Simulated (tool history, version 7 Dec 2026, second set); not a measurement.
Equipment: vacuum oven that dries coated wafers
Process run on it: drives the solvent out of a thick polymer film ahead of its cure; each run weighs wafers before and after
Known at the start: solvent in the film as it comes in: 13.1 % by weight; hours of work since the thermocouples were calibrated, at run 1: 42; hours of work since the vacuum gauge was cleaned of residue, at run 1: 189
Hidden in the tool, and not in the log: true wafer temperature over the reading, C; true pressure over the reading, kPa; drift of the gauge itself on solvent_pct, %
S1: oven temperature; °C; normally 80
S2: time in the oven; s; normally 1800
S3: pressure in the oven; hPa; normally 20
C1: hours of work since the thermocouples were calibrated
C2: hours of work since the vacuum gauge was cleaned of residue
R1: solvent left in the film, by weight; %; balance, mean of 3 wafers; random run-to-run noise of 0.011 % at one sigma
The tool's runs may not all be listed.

Run 1, hour 0: usual settings; C1 42; C2 189. Result: R1 1.14 %.
Run 2, hour 20.8: usual settings but S1 67 °C; C1 57; C2 204. Result: R1 3.5 %.
Run 3, hour 45: usual settings but S1 67 °C; C1 74; C2 221. Result: R1 3.46 %.
Run 4, hour 80.7: usual settings but S1 67 °C; C1 100; C2 247. Result: R1 3.48 %.
Run 5, hour 112.5: usual settings but S3 27.5 hPa; C1 123; C2 270. Result: R1 1.29 %.
Run 6, hour 135.5: usual settings but S3 27.5 hPa; C1 140; C2 287. Result: R1 1.3 %.
Run 7, hour 167.1: usual settings but S3 27.5 hPa; C1 163; C2 309. Result: R1 1.3 %.
Run 8, hour 184.1: usual settings but S3 27.5 hPa; C1 175; C2 322. Result: R1 1.29 %.
Run 9, hour 216.6: usual settings but S2 1020 s, S3 27.5 hPa; C1 198; C2 345. Result: R1 2.8 %.
Run 10, hour 253.3: usual settings but S2 1020 s, S3 27.5 hPa; C1 225; C2 372. Result: R1 2.75 %.
Run 11, hour 274.6: usual settings but S2 1020 s, S3 27.5 hPa; C1 240; C2 387. Result: R1 2.77 %.
Run 12, hour 302.2: usual settings; C1 260; C2 407. Result: R1 1.13 %.
Run 13, hour 324.6: usual settings but S1 93 °C; C1 276; C2 423. Result: R1 0.32 %.
Run 14, hour 357.8: usual settings but S2 2700 s; C1 300; C2 447. Result: R1 0.65 %.
Run 15, hour 385.2: usual settings but S2 2700 s; C1 320; C2 467. Result: R1 0.65 %.
Run 16, hour 423.7: usual settings but S2 2700 s; C1 348; C2 495. Result: R1 0.65 %.
Run 17, hour 447.1: usual settings but S2 2700 s, S3 20.7 hPa; C1 365; C2 512. Result: R1 0.69 %.
Run 18, hour 466.8: usual settings but S2 2700 s, S3 20.7 hPa; C1 379; C2 526. Result: R1 0.66 %.
Run 19, hour 504.7: usual settings but S2 2700 s, S3 20.7 hPa; C1 406; C2 553. Result: R1 0.64 %.
Run 20, hour 535.5: usual settings but S1 75 °C, S2 2700 s, S3 20.7 hPa; C1 429; C2 576. Result: R1 1.04 %.
Run 21, hour 571.1: usual settings but S1 75 °C, S2 2700 s, S3 32.5 hPa; C1 454; C2 601. Result: R1 1.34 %.
Run 22, hour 602.3: usual settings but S1 75 °C, S2 2700 s, S3 32.5 hPa; C1 477; C2 624. Result: R1 1.33 %.
Run 23, hour 632.8: usual settings but S1 75 °C, S2 2700 s, S3 32.5 hPa; C1 499; C2 646. Result: R1 1.36 %.
Run 24, hour 650.1: usual settings but S1 70 °C, S2 1260 s, S3 39.1 hPa; C1 511; C2 658. Result: R1 4.46 %.
Run 25, hour 668.7: usual settings but S1 70 °C, S2 1260 s, S3 39.1 hPa; C1 525; C2 672. Result: R1 4.47 %.
Run 26, hour 694: usual settings but S1 95 °C, S2 2940 s, S3 70.2 hPa; C1 543; C2 690. Result: R1 0.89 %.
Run 27, hour 713.7: usual settings but S1 71 °C, S2 2760 s, S3 24.8 hPa; C1 557; C2 704. Result: R1 1.59 %.
Run 28, hour 752.9: usual settings but S1 71 °C, S2 2760 s, S3 24.8 hPa; C1 586; C2 733. Result: R1 1.59 %.
Run 29, hour 791.9: usual settings but S1 81 °C; C1 614; C2 761. Result: R1 1 %.
Run 30, hour 809.8: usual settings but S1 71 °C; C1 627; C2 774. Result: R1 2.53 %.
Run 31, hour 848.4: usual settings but S1 82 °C, S3 68.1 hPa; C1 655; C2 802. Result: R1 1.86 %.
Run 32, hour 877.2: usual settings but S1 70 °C, S2 2100 s, S3 49.9 hPa; C1 676; C2 823. Result: R1 3.12 %.
Run 33, hour 906.6: usual settings but S1 70 °C, S2 2100 s, S3 49.9 hPa; C1 697; C2 844. Result: R1 3.13 %.
Run 34, hour 941.1: usual settings but S2 1380 s; C1 722; C2 869. Result: R1 1.65 %.
Run 35, hour 973.2: usual settings but S1 87 °C, S2 3120 s; C1 745; C2 892. Result: R1 0.4 %.
Run 36, hour 995.2: usual settings but S1 69 °C, S2 900 s, S3 20.3 hPa; C1 761; C2 908. Result: R1 5.41 %.
Run 37, hour 1016.9: usual settings but S1 69 °C, S2 900 s, S3 20.3 hPa; C1 777; C2 923. Result: R1 5.42 %.
Run 38, hour 1034.5: usual settings but S1 73 °C, S3 13 hPa; C1 789; C2 936. Result: R1 1.95 %.
Run 39, hour 1067.4: usual settings but S1 69 °C, S2 1920 s, S3 17.7 hPa; C1 813; C2 960. Result: R1 2.65 %.
Run 40, hour 1094.1: usual settings but S1 93 °C, S3 71.8 hPa; C1 832; C2 979. Result: R1 1.03 %.
Run 41, hour 1120: usual settings but S1 75 °C, S2 1620 s, S3 13 hPa; C1 851; C2 998. Result: R1 1.88 %.
Run 42, hour 1140.6: usual settings but S1 86 °C; C1 866; C2 1013. Result: R1 0.62 %.
Run 43, hour 1179.6: usual settings but S1 86 °C; C1 894; C2 1041. Result: R1 0.62 %.
Run 44, hour 1206.7: usual settings but S1 82 °C, S3 44.5 hPa; C1 914; C2 1061. Result: R1 1.36 %.
Run 45, hour 1234.6: usual settings but S1 91 °C, S2 1380 s, S3 78.1 hPa; C1 934; C2 1081. Result: R1 1.35 %.
Run 46, hour 1251: usual settings but S1 91 °C, S2 1380 s, S3 36.5 hPa; C1 946; C2 1093. Result: R1 0.77 %.

A few steps of R1 between consecutive runs. Split each: what settings, incoming material and random variation would produce without the hidden state, and what is left over for the hidden state, along with gauge scatter present in only one of the two compared results (measured, and without hidden state):
Run 1 -> 2: S1 80 -> 67. R1 +2.36 %: hidden state +0.07, all else +2.29.
Run 4 -> 5: S1 67 -> 80, S3 20 -> 27.5. R1 -2.19 %: hidden state -0.06, all else -2.13.
Run 25 -> 26: S1 70 -> 95, S2 1260 -> 2940, S3 39.1 -> 70.2. R1 -3.58 %: hidden state -0.01, all else -3.57.
Run 35 -> 36: S1 87 -> 69, S2 3120 -> 900, S3 20 -> 20.3. R1 +5.01 %: hidden state -0.07, all else +5.08.
Run 37 -> 38: S1 69 -> 73, S2 900 -> 1800, S3 20.3 -> 13. R1 -3.47 %: hidden state +0.04, all else -3.51.
